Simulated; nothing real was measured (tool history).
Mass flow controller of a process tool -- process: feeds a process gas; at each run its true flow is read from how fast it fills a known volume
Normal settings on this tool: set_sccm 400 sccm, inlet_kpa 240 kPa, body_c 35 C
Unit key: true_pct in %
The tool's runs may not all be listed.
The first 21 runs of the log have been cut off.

run	day	set_sccm	inlet_kpa	body_c	hours of work since the controller was set to zero	hours of work since the controller was changed	true_pct
22	78.542	125	240	35	3475	3475	105.99
23	82.521	400	256	35	3529	3529	102.95
24	86.754	400	240	35	3588	3588	103
25	91.742	521	240	37	3656	3656	103.02
26	94.642	125	148	20	3696	3696	104.87
27	99.525	308	249	27	3763	3763	102.48
28	104.512	158	240	27	3832	3832	104.5
29	109.004	400	181	35	3894	3894	103.4
30	113.075	400	181	35	3950	3950	103.39
31	116.333	358	181	29	3994	3994	103.06
32	119.171	400	240	24	4033	4033	102.13
33	122.471	861	172	24	4079	4079	101.56
34	126.196	861	172	24	4130	4130	101.74
35	131.375	117	235	25	4201	4201	106.26
36	134.796	117	275	35	4248	4248	107.43
37	139.454	487	241	35	4312	4312	103.26
38	142.625	487	241	35	4356	4356	103.11
39	147.271	487	241	35	4420	4420	103.25
40	151.983	400	275	20	4484	4484	101.74
41	155.95	400	275	20	4539	4539	101.77
42	159.288	400	275	20	4585	4585	101.76
43	163	400	275	20	4636	4636	101.87
44	166.325	550	275	30	4682	4682	102.6

Run 45 comes next. What will it give?
45	171.312	114	260	31	4750	4750	?

Run 45 yielded true_pct 107.91 %.
With no hidden state in the tool, this same run would have given true_pct 99.96 %.

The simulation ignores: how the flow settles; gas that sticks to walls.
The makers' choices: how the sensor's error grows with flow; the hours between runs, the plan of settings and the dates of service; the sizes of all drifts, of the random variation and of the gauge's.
